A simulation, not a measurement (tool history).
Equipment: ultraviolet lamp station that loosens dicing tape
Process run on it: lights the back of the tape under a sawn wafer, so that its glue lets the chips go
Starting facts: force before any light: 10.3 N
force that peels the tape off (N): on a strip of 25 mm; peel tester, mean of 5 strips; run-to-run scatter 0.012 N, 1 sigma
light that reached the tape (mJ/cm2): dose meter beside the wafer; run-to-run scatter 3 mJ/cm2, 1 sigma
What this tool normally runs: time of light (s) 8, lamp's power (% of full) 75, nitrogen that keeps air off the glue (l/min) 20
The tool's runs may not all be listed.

run,hour,time of light (s),lamp's power (% of full),nitrogen that keeps air off the glue (l/min),force that peels the tape off (N),light that reached the tape (mJ/cm2)
1,0.0,8,75,20,0.632,432
2,9.5,8,75,20,0.668,427
3,18.1,8,75,20,0.636,431
4,23.1,8,75,20,0.681,426
5,29.9,8,75,38,0.434,428
6,38.0,5,75,20,1.709,267
7,43.1,14,75,20,0.229,751
8,51.1,14,75,20,0.209,744
9,57.2,8,75,9,1.250,432
10,61.1,8,75,9,1.260,423
11,65.7,8,75,20,0.665,425
12,74.2,8,75,20,0.692,426
13,81.5,8,75,20,0.695,426
14,86.5,8,75,20,0.657,422
15,93.8,8,63,20,0.966,355
16,102.1,8,100,38,0.260,564
17,106.8,7,98,37,0.323,480
18,112.2,7,98,37,0.348,487
19,120.2,7,98,37,0.315,495
20,128.4,5,93,20,1.070,341
21,135.0,5,93,20,1.101,339
22,141.4,8,95,36,0.273,548

Withheld: 1 entry from between the runs. Position of each, and hidden state at the listed run before versus the listed run after:
After run 18, before run 19: window cleaned of glue's vapour (hour 119.9)
  light that the window lets through, % of a clean one's: 95.9 -> 99.1
  measured less the result without the state, force that peels the tape off (N): +0.049 -> +0.027; light that reached the tape (mJ/cm2): -39 -> -23

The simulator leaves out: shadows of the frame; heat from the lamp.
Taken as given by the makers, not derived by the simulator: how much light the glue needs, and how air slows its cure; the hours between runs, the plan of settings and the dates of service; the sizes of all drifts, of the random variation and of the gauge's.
